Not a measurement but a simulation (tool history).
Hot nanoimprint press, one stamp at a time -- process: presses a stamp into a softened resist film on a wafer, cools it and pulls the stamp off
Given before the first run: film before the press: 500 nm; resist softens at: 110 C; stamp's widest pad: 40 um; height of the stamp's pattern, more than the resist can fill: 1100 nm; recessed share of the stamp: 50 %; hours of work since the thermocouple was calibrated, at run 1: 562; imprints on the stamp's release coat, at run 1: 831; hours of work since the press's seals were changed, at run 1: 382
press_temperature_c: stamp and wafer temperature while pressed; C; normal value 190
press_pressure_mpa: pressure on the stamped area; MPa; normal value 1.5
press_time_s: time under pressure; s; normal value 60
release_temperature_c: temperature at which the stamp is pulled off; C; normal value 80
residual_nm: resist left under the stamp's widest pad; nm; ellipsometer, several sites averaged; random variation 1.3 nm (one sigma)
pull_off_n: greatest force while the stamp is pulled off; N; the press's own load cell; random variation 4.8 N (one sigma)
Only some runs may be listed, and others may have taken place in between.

run     day  press_temperature_c  press_pressure_mpa  press_time_s  release_temperature_c  hours of work since the thermocouple was calibrated  imprints on the stamp's release coat  hours of work since the press's seals were changed  residual_nm  pull_off_n
  1       0                  190                 1.5            60                     80                                                  562                                   831                                                 382        195.4         238
  2   0.692                  190                 1.5            71                     80                                                  571                                   890                                                 391        185.7         235
  3   1.129                  190                 1.5            71                     80                                                  577                                   928                                                 397        184.8         234
  4   1.625                  190                 1.5            71                     80                                                  584                                   970                                                 404        183.7         240
      2.442  -- plate thermocouple calibrated
  5   2.533                  190                 1.5            60                     80                                                    1                                  1037                                                 415        196.3         245
  6   3.062                  190                1.17            60                     80                                                    9                                  1082                                                 422        218.1         237
  7   3.567                  190                1.17            60                     80                                                   16                                  1125                                                 429        220.2         226
  8   4.229                  190                1.17            60                     80                                                   25                                  1181                                                 439        220.2         236
  9   5.021                  190                 1.5            60                     80                                                   36                                  1249                                                 450          195         233
 10   5.688                  190                 1.5            60                     80                                                   45                                  1306                                                 459        195.6         238
 11   6.054                  190                 1.5            60                     80                                                   50                                  1337                                                 464        192.5         233
 12   6.804                  190                 1.5            93                     80                                                   60                                  1401                                                 474        163.7         239
 13   7.238                  190                 1.5            60                     80                                                   66                                  1438                                                 480        195.6         236
 14   7.867                  190                 1.5            60                     80                                                   75                                  1492                                                 489        195.1         234
 15    8.35                  190                 1.5            60                     80                                                   82                                  1533                                                 496        195.4         231
      9.021  -- stamp cleaned and given a new release coat
 16   9.054                  190                 1.5            33                     83                                                   88                                     3                                                 502        245.3         229
 17    9.85                  189                0.91            41                     80                                                   99                                    70                                                 513        291.9         239
 18  10.471                  189                0.91            41                     88                                                  108                                   123                                                 522        289.7         202
 19  11.267                  198                 1.5            40                     68                                                  119                                   192                                                 533        159.7         275
 20  11.758                  190                1.57            97                     65                                                  126                                   233                                                 539        158.3         291
 21  12.567                  190                 1.5            60                     73                                                  137                                   302                                                 551        196.4         259
 22  12.967                  190                 1.5            60                     73                                                  142                                   336                                                 556        194.1         257
 23    13.7                  190                 1.5           105                     86                                                  152                                   399                                                 566        156.4         207
 24  14.342                  190                 1.5           105                     86                                                  161                                   454                                                 575        157.5         213
 25  14.754                  190                 1.5           105                     86                                                  167                                   489                                                 581        158.8         216
 26  15.425                  190                 1.5           105                     86                                                  176                                   546                                                 590        155.2         218
 27  15.983                  190                 1.5           105                     86                                                  184                                   594                                                 598        156.8         217
 28  16.383                  201                 1.1            37                     80                                                  190                                   628                                                 603        170.1         234
 29  17.046                  201                0.94            37                     82                                                  199                                   685                                                 613        187.2         230
 30    17.4                  190                 1.5            55                     80                                                  204                                   715                                                 618        201.2         238

Entry by entry between the runs, the difference in hidden state between the last listed run before and the first listed run after:
After run 4, before run 5: plate thermocouple calibrated (day 2.442)
  true temperature over the reading, C: -0.08 -> -0.01; pressure that arrives at the usual setting, %: 99.98 -> 99.97; grip of the stamp's worn release coat, % over a new coat's: 0.6 -> 0.7
After run 15, before run 16: stamp cleaned and given a new release coat (day 9.021)
  true temperature over the reading, C: -0.01 -> -0.02; grip of the stamp's worn release coat, % over a new coat's: 1 -> 0
